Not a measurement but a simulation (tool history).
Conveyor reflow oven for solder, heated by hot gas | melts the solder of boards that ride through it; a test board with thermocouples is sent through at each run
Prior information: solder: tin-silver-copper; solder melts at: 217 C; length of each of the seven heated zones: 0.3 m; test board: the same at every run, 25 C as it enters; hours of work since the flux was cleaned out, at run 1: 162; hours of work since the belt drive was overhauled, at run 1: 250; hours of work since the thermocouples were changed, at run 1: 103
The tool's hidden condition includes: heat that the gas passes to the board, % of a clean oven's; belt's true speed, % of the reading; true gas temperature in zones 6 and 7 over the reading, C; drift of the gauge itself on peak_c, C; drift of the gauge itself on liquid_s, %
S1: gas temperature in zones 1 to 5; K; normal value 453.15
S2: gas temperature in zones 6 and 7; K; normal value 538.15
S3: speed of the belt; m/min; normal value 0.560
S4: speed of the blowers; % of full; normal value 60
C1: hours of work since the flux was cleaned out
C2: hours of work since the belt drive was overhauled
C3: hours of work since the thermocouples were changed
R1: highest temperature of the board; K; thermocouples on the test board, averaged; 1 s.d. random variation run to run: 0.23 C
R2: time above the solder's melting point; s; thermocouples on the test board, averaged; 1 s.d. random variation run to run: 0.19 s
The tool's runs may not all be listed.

run	hour	S1	S2	S3	S4	C1	C2	C3	R1	R2
1	0.0	453.15	538.15	0.560	60	162	250	103	520.85	46.9
2	37.2	453.15	538.15	0.560	60	179	267	120	521.45	46.9
3	58.8	453.15	538.15	0.560	60	189	278	131	521.05	47.0
4	86.5	453.15	538.15	0.560	60	202	291	144	520.55	47.4
5	107.7	453.15	538.15	0.560	60	212	301	154	520.95	46.7
6	141.9	453.15	538.15	0.560	60	228	317	170	520.75	46.7
7	164.2	453.15	538.15	0.560	60	239	327	180	520.15	46.8
8	184.5	453.15	538.15	0.490	60	248	337	190	524.75	57.5
9	224.6	451.15	538.15	0.560	60	267	356	209	519.85	45.5
10	263.4	449.15	538.15	0.560	60	285	374	227	519.45	44.8
11	294.5	453.15	538.15	0.560	60	300	389	241	520.15	46.6
12	320.0	453.15	538.15	0.560	60	312	401	253	519.85	46.3
13	340.8	453.15	538.15	0.560	60	322	410	263	519.75	46.4
14	381.5	444.15	538.15	0.560	60	341	429	282	517.65	41.6
15	419.9	444.15	538.15	0.560	60	359	448	300	517.55	41.6
16	448.7	444.15	538.15	0.560	60	373	461	314	517.95	41.7
17	483.1	444.15	538.15	0.560	60	389	477	330	517.35	41.7
18	517.7	453.15	538.15	0.560	51	405	494	346	515.55	41.9
19	537.8	453.15	552.15	0.479	71	415	503	356	539.15	67.6
20	572.4	464.15	547.15	0.640	60	431	519	372	524.15	45.4
21	607.3	451.15	539.15	0.623	56	447	536	389	513.95	34.6
# hour 613.4: belt drive overhauled, speed set with a stopwatch
22	636.0	451.15	541.15	0.594	61	459	11	400	519.55	42.4
23	656.6	449.15	549.15	0.594	61	469	20	410	525.55	46.1
# hour 664.9: flux residue cleaned out of gas plates and filters
24	680.5	449.15	549.15	0.477	61	7	29	419	535.45	65.6
# hour 709.6: belt drive overhauled, speed set with a stopwatch, once more
25	709.6	445.15	538.15	0.559	60	19	0	431	519.65	43.4
26	727.5	445.15	538.15	0.559	60	28	8	439	519.85	43.4
27	768.3	452.15	544.15	0.582	60	47	28	458	524.25	46.4
28	786.7	441.15	538.15	0.650	68	55	36	467	516.65	33.7
29	821.0	441.15	538.15	0.650	68	72	52	483	516.35	33.3
30	847.9	440.15	538.15	0.499	60	84	65	496	521.85	49.7

Consider 4 possible next runs. They are alternatives, not a sequence: every one starts from the tool as it was left by run 30. What does each give?
A	879.3	454.15	553.15	0.488	60	99	80	510	?	?
B	879.3	462.15	538.15	0.510	60	99	80	510	?	?
C	879.3	442.15	542.15	0.485	60	99	80	510	?	?
D	879.3	447.15	538.15	0.560	60	99	80	510	?	?

run	R1	R2
A	537.85	64.8
B	524.75	58.2
C	526.35	55.5
D	519.25	44.1
Take away the tool's hidden state, keep each run's random variation, and the runs would have read:
run	R1	R2
A	539.55	65.4
B	526.35	59.0
C	528.05	56.5
D	520.95	45.2

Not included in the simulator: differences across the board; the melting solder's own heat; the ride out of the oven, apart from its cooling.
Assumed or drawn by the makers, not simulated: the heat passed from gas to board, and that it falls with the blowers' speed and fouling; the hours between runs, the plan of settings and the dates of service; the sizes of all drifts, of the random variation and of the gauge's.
